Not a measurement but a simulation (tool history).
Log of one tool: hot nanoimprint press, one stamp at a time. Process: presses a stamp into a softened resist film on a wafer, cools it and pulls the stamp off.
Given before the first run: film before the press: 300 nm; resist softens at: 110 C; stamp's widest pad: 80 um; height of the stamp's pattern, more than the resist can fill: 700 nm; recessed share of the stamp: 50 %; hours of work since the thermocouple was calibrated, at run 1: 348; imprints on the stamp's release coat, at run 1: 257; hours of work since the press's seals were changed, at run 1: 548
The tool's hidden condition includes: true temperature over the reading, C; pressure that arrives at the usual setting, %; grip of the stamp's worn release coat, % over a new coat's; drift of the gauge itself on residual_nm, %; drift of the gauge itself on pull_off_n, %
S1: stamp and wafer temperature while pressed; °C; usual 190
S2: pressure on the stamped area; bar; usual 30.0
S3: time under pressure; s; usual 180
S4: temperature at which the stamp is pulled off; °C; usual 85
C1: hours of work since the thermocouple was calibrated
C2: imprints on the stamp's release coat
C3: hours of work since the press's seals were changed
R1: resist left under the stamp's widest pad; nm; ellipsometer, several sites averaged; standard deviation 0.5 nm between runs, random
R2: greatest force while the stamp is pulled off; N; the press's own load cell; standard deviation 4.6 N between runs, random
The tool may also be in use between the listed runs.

run,hour,S1,S2,S3,S4,C1,C2,C3,R1,R2
1,0.0,190,30.0,180,85,348,257,548,114.2,221
2,47.0,190,30.0,180,85,385,454,585,114.5,222
3,88.9,190,30.0,180,85,417,629,617,113.9,221
4,130.2,190,30.0,188,85,449,801,649,111.9,221
5,159.7,190,30.0,110,85,472,925,672,134.8,228
6,210.1,190,30.0,180,85,511,1135,711,113.3,232
# hour 271.3: plate thermocouple calibrated
7,278.5,190,30.0,180,85,6,1408,761,115.3,224
8,344.4,190,30.0,180,85,56,1684,812,114.6,222
# hour 367.3: stamp cleaned and given a new release coat
9,387.9,190,30.0,180,85,85,86,841,113.9,223
10,425.2,190,30.0,180,85,114,242,870,114.0,224
11,470.6,190,30.0,180,85,149,432,905,114.9,226
# hour 489.7: press's hydraulic seals changed and the load cell set to zero
12,541.8,190,30.0,180,85,198,696,40,114.5,223
13,573.1,190,30.0,180,83,222,826,64,113.3,242
14,638.4,190,30.0,180,83,273,1099,115,114.7,240
15,674.5,190,30.0,180,83,301,1250,143,114.0,238
16,742.0,190,30.0,180,74,353,1532,195,114.2,299
# hour 802.4: stamp cleaned and given a new release coat
17,813.1,200,30.0,270,85,403,45,245,69.2,225
18,862.6,200,30.0,270,85,441,252,283,69.0,226
19,893.5,200,30.0,270,85,465,381,307,69.6,225
20,942.6,200,31.5,270,80,503,586,345,68.7,248
21,1005.8,200,31.5,270,80,552,850,394,67.5,251
# hour 1014.4: plate thermocouple calibrated
22,1041.9,179,31.5,270,71,21,989,419,146.7,317
23,1082.5,190,44.4,180,85,53,1158,451,90.9,214
24,1124.6,190,44.4,180,85,85,1334,483,90.6,227
25,1171.7,190,30.0,180,76,121,1531,520,115.1,281
26,1221.1,190,33.2,180,70,160,1737,558,108.2,325
# hour 1230.7: stamp cleaned and given a new release coat
27,1274.4,190,33.2,181,71,196,183,594,106.9,318
28,1302.5,185,30.0,114,85,218,300,616,157.2,224
29,1334.8,185,30.0,227,81,243,435,641,127.1,252

Forecast each of these 4 alternatives for the next run:
A,1383.4,190,20.0,227,71,280,638,678,?,?
B,1383.4,190,21.0,180,85,280,638,678,?,?
C,1383.4,190,30.0,180,85,280,638,678,?,?
D,1383.4,202,30.0,124,85,280,638,678,?,?

run,R1,R2
A,134.0,309
B,140.0,230
C,114.3,228
D,86.7,223
Had the tool no hidden state, the same runs would have come out as:
run,R1,R2
A,134.1,307
B,140.1,229
C,114.3,227
D,86.7,222

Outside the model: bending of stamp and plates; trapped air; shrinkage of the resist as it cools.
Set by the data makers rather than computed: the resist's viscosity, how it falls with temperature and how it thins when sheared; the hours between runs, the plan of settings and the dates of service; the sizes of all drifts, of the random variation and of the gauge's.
